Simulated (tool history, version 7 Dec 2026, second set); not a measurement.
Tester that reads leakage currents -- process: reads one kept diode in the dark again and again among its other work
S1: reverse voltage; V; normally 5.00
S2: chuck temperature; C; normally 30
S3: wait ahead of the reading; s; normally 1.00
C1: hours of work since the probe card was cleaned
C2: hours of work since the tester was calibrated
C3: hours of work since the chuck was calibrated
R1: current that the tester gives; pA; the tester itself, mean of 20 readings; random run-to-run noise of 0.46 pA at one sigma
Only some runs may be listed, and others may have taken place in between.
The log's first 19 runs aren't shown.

{"run": 20, "hour": 593.8, "S1": 5.0, "S2": 24, "S3": 0.52, "C1": 230, "C2": 680, "C3": 275, "R1": 96.62}
{"run": 21, "hour": 617.9, "S1": 1.05, "S2": 59, "S3": 1.0, "C1": 248, "C2": 698, "C3": 293, "R1": 434.11}
{"run": 22, "hour": 648.2, "S1": 1.05, "S2": 59, "S3": 1.0, "C1": 271, "C2": 721, "C3": 316, "R1": 434.08}
{"run": 23, "hour": 683.6, "S1": 1.05, "S2": 59, "S3": 5.35, "C1": 298, "C2": 748, "C3": 343, "R1": 437.26}
{"run": 24, "hour": 710.4, "S1": 1.05, "S2": 59, "S3": 5.35, "C1": 318, "C2": 768, "C3": 363, "R1": 435.72}
{"run": 25, "hour": 748.9, "S1": 14.81, "S2": 30, "S3": 8.79, "C1": 347, "C2": 798, "C3": 392, "R1": 287.32}
{"run": 26, "hour": 780.9, "S1": 14.81, "S2": 30, "S3": 8.79, "C1": 371, "C2": 822, "C3": 417, "R1": 285.05}
{"run": 27, "hour": 814.7, "S1": 10.87, "S2": 30, "S3": 1.0, "C1": 397, "C2": 847, "C3": 442, "R1": 240.12}
{"run": 28, "hour": 838.9, "S1": 10.87, "S2": 30, "S3": 1.0, "C1": 415, "C2": 866, "C3": 461, "R1": 239.16}
{"run": 29, "hour": 857.7, "S1": 15.07, "S2": 28, "S3": 1.0, "C1": 430, "C2": 880, "C3": 475, "R1": 250.73}
{"run": 30, "hour": 899.2, "S1": 12.07, "S2": 28, "S3": 1.0, "C1": 461, "C2": 911, "C3": 506, "R1": 219.72}
{"run": 31, "hour": 926.0, "S1": 12.07, "S2": 28, "S3": 1.0, "C1": 481, "C2": 932, "C3": 527, "R1": 219.43}
{"run": 32, "hour": 944.2, "S1": 12.07, "S2": 53, "S3": 0.89, "C1": 495, "C2": 946, "C3": 540, "R1": 1260.23}
{"run": 33, "hour": 971.1, "S1": 5.0, "S2": 27, "S3": 0.33, "C1": 516, "C2": 966, "C3": 561, "R1": 121.77}
{"run": 34, "hour": 1014.3, "S1": 8.78, "S2": 32, "S3": 0.81, "C1": 548, "C2": 999, "C3": 594, "R1": 244.69}
{"run": 35, "hour": 1039.4, "S1": 8.78, "S2": 23, "S3": 0.81, "C1": 567, "C2": 1018, "C3": 613, "R1": 124.38}
{"run": 36, "hour": 1077.3, "S1": 8.78, "S2": 46, "S3": 3.05, "C1": 596, "C2": 1047, "C3": 641, "R1": 652.73}
{"run": 37, "hour": 1105.6, "S1": 5.0, "S2": 30, "S3": 6.69, "C1": 618, "C2": 1068, "C3": 663, "R1": 150.69}

Branching from run 37: 3 alternative next runs. What would each branch give?
{"run": "A", "hour": 1141.5, "S1": 5.44, "S2": 30, "S3": 1.54, "C1": 645, "C2": 1095, "C3": 690, "R1": "?"}
{"run": "B", "hour": 1141.5, "S1": 2.01, "S2": 30, "S3": 1.0, "C1": 645, "C2": 1095, "C3": 690, "R1": "?"}
{"run": "C", "hour": 1141.5, "S1": 14.18, "S2": 51, "S3": 1.0, "C1": 645, "C2": 1095, "C3": 690, "R1": "?"}

run=A R1=159.22
run=B R1=87.94
run=C R1=1205.77
With the hidden condition removed and each run's random variation left untouched, the same runs would have given:
run=A R1=159.91
run=B R1=88.33
run=C R1=1210.37
